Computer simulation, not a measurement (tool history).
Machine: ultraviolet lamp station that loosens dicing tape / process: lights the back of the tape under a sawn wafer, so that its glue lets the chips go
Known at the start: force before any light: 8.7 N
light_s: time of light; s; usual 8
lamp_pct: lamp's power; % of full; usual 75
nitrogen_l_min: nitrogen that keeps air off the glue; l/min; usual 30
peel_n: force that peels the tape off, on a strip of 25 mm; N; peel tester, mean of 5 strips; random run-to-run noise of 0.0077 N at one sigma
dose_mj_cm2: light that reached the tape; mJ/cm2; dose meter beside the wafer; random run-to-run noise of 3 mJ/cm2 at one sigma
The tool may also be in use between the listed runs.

{"run": 1, "day": 0.0, "light_s": 8, "lamp_pct": 75, "nitrogen_l_min": 30, "peel_n": 0.4, "dose_mj_cm2": 386}
{"run": 2, "day": 2.071, "light_s": 8, "lamp_pct": 75, "nitrogen_l_min": 30, "peel_n": 0.414, "dose_mj_cm2": 378}
{"run": 3, "day": 4.488, "light_s": 8, "lamp_pct": 75, "nitrogen_l_min": 30, "peel_n": 0.448, "dose_mj_cm2": 366}
{"run": 4, "day": 6.238, "light_s": 8, "lamp_pct": 75, "nitrogen_l_min": 30, "peel_n": 0.393, "dose_mj_cm2": 399}
{"run": 5, "day": 8.908, "light_s": 8, "lamp_pct": 75, "nitrogen_l_min": 30, "peel_n": 0.401, "dose_mj_cm2": 375}
{"run": 6, "day": 12.121, "light_s": 8, "lamp_pct": 80, "nitrogen_l_min": 30, "peel_n": 0.418, "dose_mj_cm2": 395}
{"run": 7, "day": 14.638, "light_s": 4, "lamp_pct": 75, "nitrogen_l_min": 30, "peel_n": 1.889, "dose_mj_cm2": 178}
{"run": 8, "day": 16.875, "light_s": 8, "lamp_pct": 75, "nitrogen_l_min": 30, "peel_n": 0.51, "dose_mj_cm2": 343}
{"run": 9, "day": 20.046, "light_s": 8, "lamp_pct": 100, "nitrogen_l_min": 30, "peel_n": 0.336, "dose_mj_cm2": 428}
{"run": 10, "day": 21.879, "light_s": 8, "lamp_pct": 100, "nitrogen_l_min": 30, "peel_n": 0.269, "dose_mj_cm2": 464}
{"run": 11, "day": 24.308, "light_s": 14, "lamp_pct": 75, "nitrogen_l_min": 30, "peel_n": 0.193, "dose_mj_cm2": 596}
{"run": 12, "day": 27.317, "light_s": 14, "lamp_pct": 75, "nitrogen_l_min": 30, "peel_n": 0.211, "dose_mj_cm2": 568}
{"run": 13, "day": 29.962, "light_s": 8, "lamp_pct": 75, "nitrogen_l_min": 13, "peel_n": 0.971, "dose_mj_cm2": 311}
{"run": 14, "day": 34.158, "light_s": 8, "lamp_pct": 74, "nitrogen_l_min": 30, "peel_n": 0.792, "dose_mj_cm2": 283}
{"run": 15, "day": 37.225, "light_s": 8, "lamp_pct": 74, "nitrogen_l_min": 30, "peel_n": 0.917, "dose_mj_cm2": 264}
{"run": 16, "day": 39.854, "light_s": 6, "lamp_pct": 75, "nitrogen_l_min": 30, "peel_n": 0.548, "dose_mj_cm2": 336}
{"run": 17, "day": 42.9, "light_s": 6, "lamp_pct": 75, "nitrogen_l_min": 30, "peel_n": 0.619, "dose_mj_cm2": 316}
{"run": 18, "day": 46.679, "light_s": 6, "lamp_pct": 75, "nitrogen_l_min": 30, "peel_n": 0.693, "dose_mj_cm2": 306}
{"run": 19, "day": 50.158, "light_s": 6, "lamp_pct": 75, "nitrogen_l_min": 30, "peel_n": 0.767, "dose_mj_cm2": 285}
{"run": 20, "day": 52.938, "light_s": 6, "lamp_pct": 75, "nitrogen_l_min": 30, "peel_n": 0.846, "dose_mj_cm2": 273}
{"run": 21, "day": 55.708, "light_s": 15, "lamp_pct": 92, "nitrogen_l_min": 49, "peel_n": 0.171, "dose_mj_cm2": 921}
{"run": 22, "day": 58.475, "light_s": 8, "lamp_pct": 99, "nitrogen_l_min": 13, "peel_n": 0.34, "dose_mj_cm2": 506}
{"run": 23, "day": 60.25, "light_s": 11, "lamp_pct": 81, "nitrogen_l_min": 46, "peel_n": 0.191, "dose_mj_cm2": 557}
{"run": 24, "day": 64.117, "light_s": 11, "lamp_pct": 81, "nitrogen_l_min": 46, "peel_n": 0.206, "dose_mj_cm2": 530}
{"run": 25, "day": 67.596, "light_s": 14, "lamp_pct": 68, "nitrogen_l_min": 30, "peel_n": 0.214, "dose_mj_cm2": 535}
{"run": 26, "day": 69.867, "light_s": 13, "lamp_pct": 75, "nitrogen_l_min": 30, "peel_n": 0.231, "dose_mj_cm2": 525}
{"run": 27, "day": 73.929, "light_s": 4, "lamp_pct": 92, "nitrogen_l_min": 52, "peel_n": 1.195, "dose_mj_cm2": 211}
{"run": 28, "day": 76.571, "light_s": 10, "lamp_pct": 70, "nitrogen_l_min": 30, "peel_n": 0.396, "dose_mj_cm2": 386}
{"run": 29, "day": 78.717, "light_s": 5, "lamp_pct": 70, "nitrogen_l_min": 41, "peel_n": 1.548, "dose_mj_cm2": 187}
{"run": 30, "day": 82.804, "light_s": 5, "lamp_pct": 70, "nitrogen_l_min": 41, "peel_n": 1.76, "dose_mj_cm2": 173}
{"run": 31, "day": 86.808, "light_s": 5, "lamp_pct": 70, "nitrogen_l_min": 41, "peel_n": 1.571, "dose_mj_cm2": 182}
{"run": 32, "day": 90.533, "light_s": 5, "lamp_pct": 84, "nitrogen_l_min": 41, "peel_n": 0.586, "dose_mj_cm2": 303}
{"run": 33, "day": 93.638, "light_s": 5, "lamp_pct": 84, "nitrogen_l_min": 41, "peel_n": 0.662, "dose_mj_cm2": 291}
{"run": 34, "day": 97.679, "light_s": 5, "lamp_pct": 84, "nitrogen_l_min": 41, "peel_n": 0.705, "dose_mj_cm2": 277}
{"run": 35, "day": 100.667, "light_s": 9, "lamp_pct": 84, "nitrogen_l_min": 23, "peel_n": 0.299, "dose_mj_cm2": 475}
{"run": 36, "day": 104.175, "light_s": 9, "lamp_pct": 84, "nitrogen_l_min": 34, "peel_n": 0.223, "dose_mj_cm2": 513}
{"run": 37, "day": 108.3, "light_s": 8, "lamp_pct": 94, "nitrogen_l_min": 23, "peel_n": 0.295, "dose_mj_cm2": 484}

The log once held 9 entries between its listed runs, left out of this copy. Where does each go, and what is different about the tool's unlogged condition between the listed run before it and the listed run after it?
Run 3 -> run 4: window cleaned of glue's vapour (day 5.771)
  lamp's light, % of a new lamp's: 88.9 -> 87.6; light that the window lets through, % of a clean one's: 90.4 -> 99.5
  what was measured, less what the result would be without the hidden state, peel_n: +0.165 -> +0.094 N; dose_mj_cm2: -89 -> -59 mJ/cm2
Run 9 -> run 10: window cleaned of glue's vapour (day 21.879)
  lamp's light, % of a new lamp's: 78.5 -> 77.4; light that the window lets through, % of a clean one's: 90.1 -> 99.3
  what was measured, less what the result would be without the hidden state, peel_n: +0.133 -> +0.083 N; dose_mj_cm2: -178 -> -141 mJ/cm2
Run 15 -> run 16: window cleaned of glue's vapour (day 38.129); lamp changed (day 39.658)
  lamp's light, % of a new lamp's: 66.7 -> 99.7; light that the window lets through, % of a clean one's: 89.1 -> 97.7
  what was measured, less what the result would be without the hidden state, peel_n: +0.605 -> +0.031 N; dose_mj_cm2: -182 -> -8 mJ/cm2
Run 20 -> run 21: window cleaned of glue's vapour (day 54.388)
  lamp's light, % of a new lamp's: 91.1 -> 89.4; light that the window lets through, % of a clean one's: 88.3 -> 99
  what was measured, less what the result would be without the hidden state, peel_n: +0.309 -> +0 N; dose_mj_cm2: -67 -> -121 mJ/cm2
Run 26 -> run 27: window cleaned of glue's vapour (day 70.696)
  lamp's light, % of a new lamp's: 80.1 -> 77.5; light that the window lets through, % of a clean one's: 89.2 -> 97.4
  what was measured, less what the result would be without the hidden state, peel_n: +0.059 -> +0.513 N; dose_mj_cm2: -210 -> -69 mJ/cm2
Run 30 -> run 31: window cleaned of glue's vapour (day 86.792)
  lamp's light, % of a new lamp's: 71.6 -> 69.1; light that the window lets through, % of a clean one's: 91.5 -> 99
  what was measured, less what the result would be without the hidden state, peel_n: +0.941 -> +0.792 N; dose_mj_cm2: -92 -> -84 mJ/cm2
Run 31 -> run 32: lamp changed (day 89.696)
  lamp's light, % of a new lamp's: 69.1 -> 99.4; light that the window lets through, % of a clean one's: 99 -> 96.4
  what was measured, less what the result would be without the hidden state, peel_n: +0.792 -> +0.053 N; dose_mj_cm2: -84 -> -13 mJ/cm2
Run 35 -> run 36: window cleaned of glue's vapour (day 103.046)
  lamp's light, % of a new lamp's: 92.7 -> 90.4; light that the window lets through, % of a clean one's: 89.6 -> 99.2
  what was measured, less what the result would be without the hidden state, peel_n: +0.079 -> +0.029 N; dose_mj_cm2: -97 -> -59 mJ/cm2
